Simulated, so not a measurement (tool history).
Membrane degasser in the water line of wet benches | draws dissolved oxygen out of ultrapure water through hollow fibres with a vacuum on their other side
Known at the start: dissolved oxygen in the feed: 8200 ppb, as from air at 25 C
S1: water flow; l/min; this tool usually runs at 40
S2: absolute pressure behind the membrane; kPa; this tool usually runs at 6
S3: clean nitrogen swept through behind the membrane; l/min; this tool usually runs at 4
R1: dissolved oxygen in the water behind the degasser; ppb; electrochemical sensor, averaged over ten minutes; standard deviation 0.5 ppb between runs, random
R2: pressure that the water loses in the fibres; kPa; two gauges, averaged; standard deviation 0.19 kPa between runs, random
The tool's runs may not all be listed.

Run 1, hour 0: usual settings. Result: R1 71.8 ppb, R2 39.72 kPa.
Run 2, hour 151.1: usual settings. Result: R1 70.9 ppb, R2 39.53 kPa.
Run 3, hour 271.6: usual settings. Result: R1 71.7 ppb, R2 39.66 kPa.
Run 4, hour 487: usual settings. Result: R1 72.2 ppb, R2 39.41 kPa.
Run 5, hour 690.2: usual settings but S2 6.46 kPa. Result: R1 83.2 ppb, R2 39.52 kPa.
At hour 734.9: vacuum gauge calibrated.
Run 6, hour 896.4: usual settings but S2 6.46 kPa. Result: R1 82.8 ppb, R2 39.67 kPa.
Run 7, hour 1045.6: usual settings but S2 12.63 kPa. Result: R1 223.3 ppb, R2 39.57 kPa.
Run 8, hour 1246.5: usual settings but S2 12.63 kPa. Result: R1 223.3 ppb, R2 39.54 kPa.
Run 9, hour 1425: usual settings but S2 12.63 kPa. Result: R1 221.4 ppb, R2 39.83 kPa.
Run 10, hour 1633.8: usual settings but S2 12.63 kPa. Result: R1 222.9 ppb, R2 39.77 kPa.
Run 11, hour 1790.1: usual settings but S1 45 l/min, S2 7.63 kPa, S3 2.52 l/min. Result: R1 184.8 ppb, R2 44.56 kPa.
Run 12, hour 1996.6: usual settings but S1 45 l/min, S2 7.63 kPa, S3 2.52 l/min. Result: R1 185 ppb, R2 44.34 kPa.
Run 13, hour 2202.1: usual settings but S2 4.07 kPa, S3 6.27 l/min. Result: R1 19.6 ppb, R2 39.03 kPa.
Run 14, hour 2384.2: usual settings but S1 63 l/min, S3 7.97 l/min. Result: R1 102.6 ppb, R2 61.96 kPa.
Run 15, hour 2540.8: usual settings but S1 31 l/min. Result: R1 53.5 ppb, R2 30.52 kPa.
Run 16, hour 2710.1: usual settings but S1 26 l/min, S2 9.58 kPa, S3 2.28 l/min. Result: R1 168.5 ppb, R2 25.54 kPa.

Here are 4 independent what-if runs from the current tool condition. What would each one return?
Run A, hour 2958.5: usual settings but S1 43 l/min, S2 3.68 kPa, S3 7.73 l/min. Result: R1 ?, R2 ?.
Run B, hour 2958.5: usual settings but S1 30 l/min, S3 6.13 l/min. Result: R1 ?, R2 ?.
Run C, hour 2958.5: usual settings but S1 26 l/min, S2 9.58 kPa, S3 1.74 l/min. Result: R1 ?, R2 ?.
Run D, hour 2958.5: usual settings but S2 10.81 kPa, S3 9.41 l/min. Result: R1 ?, R2 ?.

run     R1     R2
  A   15.5  42.27
  B   34.5  29.52
  C  215.3  25.74
  D   85.3  39.08
Without the tool's unlogged condition, the same runs would have read:
run     R1     R2
  A   15.4  42.71
  B   34.5  29.83
  C  215.3  26.01
  D   85.3  39.49
